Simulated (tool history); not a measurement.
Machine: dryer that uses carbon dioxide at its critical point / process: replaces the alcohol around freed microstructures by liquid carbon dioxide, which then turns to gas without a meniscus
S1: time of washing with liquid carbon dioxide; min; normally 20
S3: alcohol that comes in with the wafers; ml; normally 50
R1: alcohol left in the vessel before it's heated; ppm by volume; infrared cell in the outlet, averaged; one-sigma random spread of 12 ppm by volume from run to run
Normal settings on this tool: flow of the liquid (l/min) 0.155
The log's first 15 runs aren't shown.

{"day": 23.921, "done": "inlet filter changed"}
{"run": 16, "day": 23.921, "S1": 20, "flow of the liquid (l/min)": 0.176, "S3": 50, "R1": 405}
{"run": 17, "day": 25.612, "S1": 20, "flow of the liquid (l/min)": 0.176, "S3": 50, "R1": 429}
{"run": 18, "day": 27.283, "S1": 20, "flow of the liquid (l/min)": 0.176, "S3": 50, "R1": 444}
{"run": 19, "day": 28.912, "S1": 20, "flow of the liquid (l/min)": 0.122, "S3": 106, "R1": 4746}
{"run": 20, "day": 30.321, "S1": 20, "flow of the liquid (l/min)": 0.122, "S3": 106, "R1": 4795}
{"run": 21, "day": 31.392, "S1": 20, "flow of the liquid (l/min)": 0.122, "S3": 106, "R1": 4970}
{"run": 22, "day": 32.767, "S1": 20, "flow of the liquid (l/min)": 0.158, "S3": 34, "R1": 570}
{"run": 23, "day": 33.925, "S1": 17, "flow of the liquid (l/min)": 0.146, "S3": 21, "R1": 970}
{"run": 24, "day": 35.217, "S1": 13, "flow of the liquid (l/min)": 0.21, "S3": 94, "R1": 3154}

What will run 25 give?
{"run": 25, "day": 36.079, "S1": 28, "flow of the liquid (l/min)": 0.155, "S3": 55, "R1": "?"}

{"run 25": {"R1": 190}}
Without the tool's hidden state the same run would have given R1 120 ppm by volume.

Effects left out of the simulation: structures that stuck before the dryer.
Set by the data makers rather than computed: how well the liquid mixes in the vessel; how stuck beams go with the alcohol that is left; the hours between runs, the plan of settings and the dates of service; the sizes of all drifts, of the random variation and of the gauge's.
